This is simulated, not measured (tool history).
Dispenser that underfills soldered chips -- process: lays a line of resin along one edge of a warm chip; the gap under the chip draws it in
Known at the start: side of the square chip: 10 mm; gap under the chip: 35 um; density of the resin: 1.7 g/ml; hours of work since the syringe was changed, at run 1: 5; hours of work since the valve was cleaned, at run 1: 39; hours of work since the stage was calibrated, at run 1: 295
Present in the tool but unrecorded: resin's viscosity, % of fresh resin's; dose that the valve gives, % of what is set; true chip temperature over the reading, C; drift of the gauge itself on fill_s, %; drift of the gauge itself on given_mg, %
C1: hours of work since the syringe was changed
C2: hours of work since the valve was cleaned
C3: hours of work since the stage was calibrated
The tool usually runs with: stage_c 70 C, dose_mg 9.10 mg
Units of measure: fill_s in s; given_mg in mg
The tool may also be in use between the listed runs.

{"run": 1, "hour": 0.0, "stage_c": 70, "dose_mg": 9.1, "C1": 5, "C2": 39, "C3": 295, "fill_s": 151.0, "given_mg": 8.81}
{"hour": 2.4, "done": "new syringe of resin"}
{"run": 2, "hour": 8.0, "stage_c": 70, "dose_mg": 9.42, "C1": 4, "C2": 45, "C3": 301, "fill_s": 149.7, "given_mg": 9.09}
{"hour": 11.6, "done": "new syringe of resin"}
{"run": 3, "hour": 13.7, "stage_c": 70, "dose_mg": 9.42, "C1": 2, "C2": 49, "C3": 305, "fill_s": 127.3, "given_mg": 9.08}
{"hour": 20.6, "done": "new syringe of resin"}
{"run": 4, "hour": 21.5, "stage_c": 70, "dose_mg": 7.74, "C1": 1, "C2": 55, "C3": 311, "fill_s": 125.0, "given_mg": 7.41}
{"hour": 26.1, "done": "dispensing valve cleaned and set on the balance"}
{"hour": 30.6, "done": "new syringe of resin"}
{"run": 5, "hour": 31.6, "stage_c": 74, "dose_mg": 9.1, "C1": 1, "C2": 4, "C3": 318, "fill_s": 106.0, "given_mg": 9.02}
{"run": 6, "hour": 38.9, "stage_c": 75, "dose_mg": 9.1, "C1": 7, "C2": 10, "C3": 324, "fill_s": 136.7, "given_mg": 8.98}
{"hour": 39.9, "done": "new syringe of resin"}
{"run": 7, "hour": 43.8, "stage_c": 75, "dose_mg": 9.1, "C1": 3, "C2": 14, "C3": 328, "fill_s": 115.0, "given_mg": 8.97}
{"hour": 48.7, "done": "new syringe of resin"}
{"run": 8, "hour": 49.2, "stage_c": 84, "dose_mg": 10.51, "C1": 0, "C2": 18, "C3": 332, "fill_s": 72.3, "given_mg": 10.3}
{"hour": 57.7, "done": "new syringe of resin"}
{"run": 9, "hour": 57.7, "stage_c": 84, "dose_mg": 10.51, "C1": 0, "C2": 24, "C3": 338, "fill_s": 71.1, "given_mg": 10.26}
{"run": 10, "hour": 62.4, "stage_c": 63, "dose_mg": 9.36, "C1": 4, "C2": 28, "C3": 342, "fill_s": 182.3, "given_mg": 9.13}
{"hour": 66.9, "done": "new syringe of resin"}
{"run": 11, "hour": 70.2, "stage_c": 83, "dose_mg": 9.39, "C1": 3, "C2": 34, "C3": 348, "fill_s": 84.2, "given_mg": 9.11}
{"hour": 76.0, "done": "new syringe of resin"}
{"run": 12, "hour": 78.0, "stage_c": 81, "dose_mg": 9.39, "C1": 2, "C2": 40, "C3": 354, "fill_s": 84.5, "given_mg": 9.05}
{"hour": 84.8, "done": "new syringe of resin"}
{"run": 13, "hour": 87.4, "stage_c": 59, "dose_mg": 10.66, "C1": 2, "C2": 47, "C3": 361, "fill_s": 190.3, "given_mg": 10.24}
{"hour": 93.7, "done": "new syringe of resin"}
{"run": 14, "hour": 94.9, "stage_c": 63, "dose_mg": 10.66, "C1": 1, "C2": 53, "C3": 367, "fill_s": 153.5, "given_mg": 10.18}

Predict each of these 4 candidate next runs independently; none follows another, all start after run 14:
{"hour": 102.0, "done": "dispensing valve cleaned and set on the balance"}
{"hour": 103.8, "done": "new syringe of resin"}
{"run": "A", "hour": 106.6, "stage_c": 70, "dose_mg": 8.65, "C1": 2, "C2": 3, "C3": 375, "fill_s": "?", "given_mg": "?"}
{"hour": 102.0, "done": "dispensing valve cleaned and set on the balance"}
{"hour": 103.8, "done": "new syringe of resin"}
{"run": "B", "hour": 106.6, "stage_c": 62, "dose_mg": 9.1, "C1": 2, "C2": 3, "C3": 375, "fill_s": "?", "given_mg": "?"}
{"hour": 102.0, "done": "dispensing valve cleaned and set on the balance"}
{"hour": 103.8, "done": "new syringe of resin"}
{"run": "C", "hour": 106.6, "stage_c": 84, "dose_mg": 10.91, "C1": 2, "C2": 3, "C3": 375, "fill_s": "?", "given_mg": "?"}
{"hour": 102.0, "done": "dispensing valve cleaned and set on the balance"}
{"hour": 103.8, "done": "new syringe of resin"}
{"run": "D", "hour": 106.6, "stage_c": 66, "dose_mg": 10.16, "C1": 2, "C2": 3, "C3": 375, "fill_s": "?", "given_mg": "?"}

run=A fill_s=130.5 given_mg=8.60
run=B fill_s=172.5 given_mg=9.06
run=C fill_s=77.7 given_mg=10.89
run=D fill_s=145.4 given_mg=10.14
Take away the tool's hidden state, keep each run's random variation, and the runs would have read:
run=A fill_s=123.6 given_mg=8.63
run=B fill_s=163.8 given_mg=9.09
run=C fill_s=73.3 given_mg=10.93
run=D fill_s=138.0 given_mg=10.18

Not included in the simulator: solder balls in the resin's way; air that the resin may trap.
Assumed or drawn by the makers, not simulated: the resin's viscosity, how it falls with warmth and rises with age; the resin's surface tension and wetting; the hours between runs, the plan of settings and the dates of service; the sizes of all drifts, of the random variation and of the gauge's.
